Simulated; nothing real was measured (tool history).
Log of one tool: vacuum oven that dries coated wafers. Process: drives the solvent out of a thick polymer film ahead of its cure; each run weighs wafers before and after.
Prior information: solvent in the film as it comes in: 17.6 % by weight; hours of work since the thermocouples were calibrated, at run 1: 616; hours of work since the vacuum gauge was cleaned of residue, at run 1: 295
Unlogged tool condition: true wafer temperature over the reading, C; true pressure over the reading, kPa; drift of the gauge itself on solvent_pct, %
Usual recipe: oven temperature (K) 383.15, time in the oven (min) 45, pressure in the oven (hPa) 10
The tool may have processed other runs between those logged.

run,day,oven temperature (K),time in the oven (min),pressure in the oven (hPa),hours of work since the thermocouples were calibrated,hours of work since the vacuum gauge was cleaned of residue,solvent left in the film (%)
1,0,383.15,45,10,616,295,1.41
2,0.658,383.15,45,10,627,306,1.41
3,1.212,383.15,45,10,636,316,1.38
4,1.688,383.15,45,10,644,324,1.4
5,2.296,383.15,45,10,654,334,1.41
6,3.025,388.15,45,10,666,346,0.79
7,3.712,388.15,45,10,678,357,0.85
8,4.092,383.15,56,10,684,364,0.96
9,4.842,383.15,45,10,696,376,1.4
10,5.446,383.15,45,10,706,386,1.43
11,6.083,373.15,45,10,717,397,3.63
12,6.729,373.15,45,10,728,408,3.61
13,7.35,373.15,45,10,738,418,3.64
14,7.754,388.15,45,10,745,425,0.84
15,8.529,383.15,32,10,758,438,2.44
16,9.279,383.15,32,10,770,450,2.45
17,9.612,383.15,32,24,776,456,3.03
18,10.262,383.15,32,24,787,467,3.02
19,10.667,383.15,32,24,794,473,3.03
20,11.138,383.15,32,24,802,481,3.03
21,11.767,383.15,32,24,812,492,3.01
22,12.396,383.15,32,24,823,502,3
23,12.762,383.15,45,7.5,829,508,1.31
24,13.338,383.15,45,7.5,838,518,1.28
25,13.704,389.15,45,11,844,524,0.77
26,14.367,394.15,36,6.3,855,535,0.51
27,14.692,389.15,36,15.2,861,541,1.22
28,15.221,389.15,36,15.2,870,549,1.25
29,15.812,389.15,36,15.2,880,559,1.24
30,16.154,389.15,36,27.8,885,565,1.73
31,16.758,391.15,74,22.1,895,575,0.92
32,17.325,383.15,36,10,905,585,2.02

Predict the results of run 33:
33,18.121,395.15,75,10,918,598,?

solvent left in the film (%): 0.42
If the tool had no hidden condition, the same run with the same run-to-run variation would have returned solvent left in the film (%) 0.34.

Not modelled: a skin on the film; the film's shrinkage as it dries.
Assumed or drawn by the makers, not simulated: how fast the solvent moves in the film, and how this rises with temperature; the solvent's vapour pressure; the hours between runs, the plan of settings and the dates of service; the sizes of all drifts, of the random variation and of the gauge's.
